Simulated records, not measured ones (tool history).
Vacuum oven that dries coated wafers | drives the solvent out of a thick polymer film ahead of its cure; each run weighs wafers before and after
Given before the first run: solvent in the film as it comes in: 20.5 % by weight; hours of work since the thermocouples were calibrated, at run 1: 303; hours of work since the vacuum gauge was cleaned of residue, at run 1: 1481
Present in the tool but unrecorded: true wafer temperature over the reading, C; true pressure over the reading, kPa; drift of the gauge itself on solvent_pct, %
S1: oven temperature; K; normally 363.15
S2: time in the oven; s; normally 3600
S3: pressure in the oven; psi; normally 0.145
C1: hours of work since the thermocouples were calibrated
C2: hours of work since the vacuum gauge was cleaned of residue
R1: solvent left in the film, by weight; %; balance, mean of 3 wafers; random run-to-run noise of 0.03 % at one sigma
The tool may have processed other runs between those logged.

run 1 day=0.000 | S1=363.15 S2=3600 S3=0.145 | C1=303 C2=1481 | R1=2.06
run 2 day=2.404 | S1=363.15 S2=3600 S3=0.145 | C1=343 C2=1522 | R1=2.04
run 3 day=4.550 | S1=363.15 S2=3600 S3=0.145 | C1=379 C2=1558 | R1=2.01
run 4 day=6.354 | S1=363.15 S2=3600 S3=0.145 | C1=410 C2=1588 | R1=1.98
run 5 day=8.675 | S1=363.15 S2=3600 S3=0.145 | C1=448 C2=1627 | R1=1.98
run 6 day=10.554 | S1=363.15 S2=4980 S3=0.145 | C1=480 C2=1658 | R1=1.16
run 7 day=12.575 | S1=363.15 S2=4980 S3=0.145 | C1=514 C2=1692 | R1=1.11
run 8 day=15.371 | S1=363.15 S2=3600 S3=0.145 | C1=560 C2=1739 | R1=1.92
run 9 day=17.483 | S1=363.15 S2=3840 S3=0.145 | C1=596 C2=1774 | R1=1.73
run 10 day=19.171 | S1=363.15 S2=3840 S3=0.145 | C1=624 C2=1802 | R1=1.78
run 11 day=20.817 | S1=363.15 S2=3840 S3=0.145 | C1=652 C2=1830 | R1=1.75
run 12 day=22.683 | S1=363.15 S2=3840 S3=0.145 | C1=683 C2=1861 | R1=1.66
run 13 day=25.625 | S1=363.15 S2=3840 S3=0.145 | C1=732 C2=1910 | R1=1.66
run 14 day=27.683 | S1=352.15 S2=3840 S3=0.145 | C1=767 C2=1945 | R1=4.94
-- day=27.938 oven's thermocouples calibrated
run 15 day=29.567 | S1=352.15 S2=3840 S3=0.145 | C1=27 C2=1975 | R1=4.86
run 16 day=32.292 | S1=352.15 S2=3840 S3=0.145 | C1=73 C2=2020 | R1=4.72
run 17 day=34.425 | S1=363.15 S2=2400 S3=0.274 | C1=109 C2=2056 | R1=3.69
run 18 day=35.708 | S1=363.15 S2=4260 S3=0.093 | C1=130 C2=2078 | R1=1.14
-- day=36.446 oven's thermocouples calibrated, once more
run 19 day=38.238 | S1=363.15 S2=4260 S3=0.093 | C1=30 C2=2118 | R1=1.53
run 20 day=40.712 | S1=354.15 S2=3600 S3=0.242 | C1=71 C2=2160 | R1=5.26
run 21 day=42.596 | S1=354.15 S2=3600 S3=0.242 | C1=103 C2=2191 | R1=5.25
run 22 day=44.488 | S1=363.15 S2=2880 S3=0.094 | C1=135 C2=2223 | R1=2.86
run 23 day=46.546 | S1=355.15 S2=3600 S3=0.318 | C1=169 C2=2258 | R1=5.10
run 24 day=49.267 | S1=355.15 S2=3600 S3=0.318 | C1=215 C2=2303 | R1=5.05
run 25 day=52.304 | S1=355.15 S2=3600 S3=0.318 | C1=265 C2=2354 | R1=5.07
run 26 day=53.871 | S1=356.15 S2=3600 S3=0.145 | C1=292 C2=2380 | R1=4.15
run 27 day=55.379 | S1=363.15 S2=3000 S3=0.145 | C1=317 C2=2405 | R1=2.72
run 28 day=57.375 | S1=363.15 S2=5940 S3=0.310 | C1=350 C2=2439 | R1=1.44
run 29 day=59.858 | S1=369.15 S2=3600 S3=0.396 | C1=392 C2=2480 | R1=1.58

Results for each run, recomputed without the tool's hidden state and with each run's random variation untouched:
run=1 R1=2.04
run=2 R1=2.03
run=3 R1=2.01
run=4 R1=1.99
run=5 R1=2.01
run=6 R1=1.11
run=7 R1=1.06
run=8 R1=1.98
run=9 R1=1.78
run=10 R1=1.84
run=11 R1=1.82
run=12 R1=1.74
run=13 R1=1.76
run=14 R1=5.26
run=15 R1=5.33
run=16 R1=5.21
run=17 R1=4.18
run=18 R1=1.27
run=19 R1=1.35
run=20 R1=5.12
run=21 R1=5.14
run=22 R1=2.78
run=23 R1=5.04
run=24 R1=5.01
run=25 R1=5.07
run=26 R1=4.15
run=27 R1=2.73
run=28 R1=1.28
run=29 R1=1.51
